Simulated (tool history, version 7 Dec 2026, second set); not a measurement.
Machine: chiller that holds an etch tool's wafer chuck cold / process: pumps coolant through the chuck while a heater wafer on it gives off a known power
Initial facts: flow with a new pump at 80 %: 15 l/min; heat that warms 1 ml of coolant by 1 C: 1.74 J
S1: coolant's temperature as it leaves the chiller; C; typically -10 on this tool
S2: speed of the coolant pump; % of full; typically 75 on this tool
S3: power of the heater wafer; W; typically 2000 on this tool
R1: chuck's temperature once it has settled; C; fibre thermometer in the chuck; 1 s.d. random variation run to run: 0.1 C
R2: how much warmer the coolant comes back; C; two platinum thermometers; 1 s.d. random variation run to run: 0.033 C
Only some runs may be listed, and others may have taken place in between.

{"run": 1, "hour": 0.0, "S1": -10, "S2": 75, "S3": 2000, "R1": 5, "R2": 5}
{"run": 2, "hour": 53.8, "S1": -10, "S2": 75, "S3": 2000, "R1": 5, "R2": 5.02}
{"run": 3, "hour": 101.8, "S1": -10, "S2": 84, "S3": 2000, "R1": 3.8, "R2": 4.48}
{"run": 4, "hour": 202.3, "S1": -10, "S2": 84, "S3": 2000, "R1": 3.7, "R2": 4.35}
{"run": 5, "hour": 247.5, "S1": -10, "S2": 77, "S3": 2000, "R1": 4.8, "R2": 4.9}
{"run": 6, "hour": 317.2, "S1": -10, "S2": 77, "S3": 2000, "R1": 5, "R2": 4.94}
{"run": 7, "hour": 419.3, "S1": -10, "S2": 77, "S3": 2000, "R1": 4.9, "R2": 4.9}
{"run": 8, "hour": 500.3, "S1": -10, "S2": 77, "S3": 2000, "R1": 4.8, "R2": 4.93}
{"run": 9, "hour": 576.6, "S1": -10, "S2": 77, "S3": 2000, "R1": 5, "R2": 4.89}
{"run": 10, "hour": 635.0, "S1": -10, "S2": 77, "S3": 2000, "R1": 5, "R2": 4.96}
{"run": 11, "hour": 695.2, "S1": -10, "S2": 77, "S3": 2000, "R1": 5, "R2": 4.96}
{"run": 12, "hour": 751.3, "S1": -10, "S2": 77, "S3": 2000, "R1": 5.1, "R2": 4.91}
{"run": 13, "hour": 858.7, "S1": -10, "S2": 77, "S3": 2000, "R1": 5, "R2": 4.98}
{"run": 14, "hour": 962.1, "S1": -10, "S2": 77, "S3": 2000, "R1": 4.9, "R2": 4.86}
{"run": 15, "hour": 1016.1, "S1": -10, "S2": 77, "S3": 1035, "R1": -2.3, "R2": 2.55}
{"run": 16, "hour": 1119.4, "S1": -15, "S2": 77, "S3": 1035, "R1": -7.3, "R2": 2.58}
{"run": 17, "hour": 1219.7, "S1": -15, "S2": 77, "S3": 1035, "R1": -7.3, "R2": 2.61}
{"run": 18, "hour": 1272.2, "S1": -10, "S2": 65, "S3": 2000, "R1": 7.7, "R2": 6.05}
{"run": 19, "hour": 1356.5, "S1": -10, "S2": 65, "S3": 2000, "R1": 7.7, "R2": 6.04}
{"run": 20, "hour": 1423.6, "S1": -10, "S2": 80, "S3": 1742, "R1": 2.9, "R2": 4.12}
{"run": 21, "hour": 1485.9, "S1": -7, "S2": 85, "S3": 2959, "R1": 13.8, "R2": 6.6}
{"run": 22, "hour": 1593.3, "S1": -10, "S2": 86, "S3": 2541, "R1": 7.9, "R2": 5.62}
{"run": 23, "hour": 1696.3, "S1": -10, "S2": 86, "S3": 2541, "R1": 7.9, "R2": 5.63}
{"run": 24, "hour": 1767.0, "S1": -4, "S2": 63, "S3": 2584, "R1": 20, "R2": 8.13}
{"run": 25, "hour": 1840.6, "S1": -4, "S2": 63, "S3": 2584, "R1": 20.2, "R2": 8.11}
{"run": 26, "hour": 1897.7, "S1": -11, "S2": 70, "S3": 1041, "R1": -2.3, "R2": 2.91}
{"run": 27, "hour": 1969.7, "S1": -5, "S2": 62, "S3": 2033, "R1": 14.2, "R2": 6.56}
{"run": 28, "hour": 2027.1, "S1": -5, "S2": 62, "S3": 2033, "R1": 14.2, "R2": 6.53}
{"run": 29, "hour": 2074.3, "S1": -5, "S2": 62, "S3": 2033, "R1": 14.4, "R2": 6.62}
{"run": 30, "hour": 2138.0, "S1": -19, "S2": 70, "S3": 2000, "R1": -1.8, "R2": 5.6}
{"run": 31, "hour": 2206.3, "S1": -14, "S2": 64, "S3": 2399, "R1": 8.5, "R2": 7.48}

Below are 4 alternative next runs, each starting from the tool's condition after run 31. Predict each:
{"run": "A", "hour": 2254.0, "S1": -17, "S2": 75, "S3": 1172, "R1": "?", "R2": "?"}
{"run": "B", "hour": 2254.0, "S1": -17, "S2": 61, "S3": 1161, "R1": "?", "R2": "?"}
{"run": "C", "hour": 2254.0, "S1": -19, "S2": 65, "S3": 2399, "R1": "?", "R2": "?"}
{"run": "D", "hour": 2254.0, "S1": -17, "S2": 63, "S3": 2195, "R1": "?", "R2": "?"}

run=A R1=-7.7 R2=2.99
run=B R1=-5.9 R2=3.8
run=C R1=3 R2=7.36
run=D R1=3.8 R2=6.94
What these runs would have given with no unlogged condition in the tool:
run=A R1=-8.4 R2=2.84
run=B R1=-6.8 R2=3.61
run=C R1=1.1 R2=7
run=D R1=2 R2=6.6
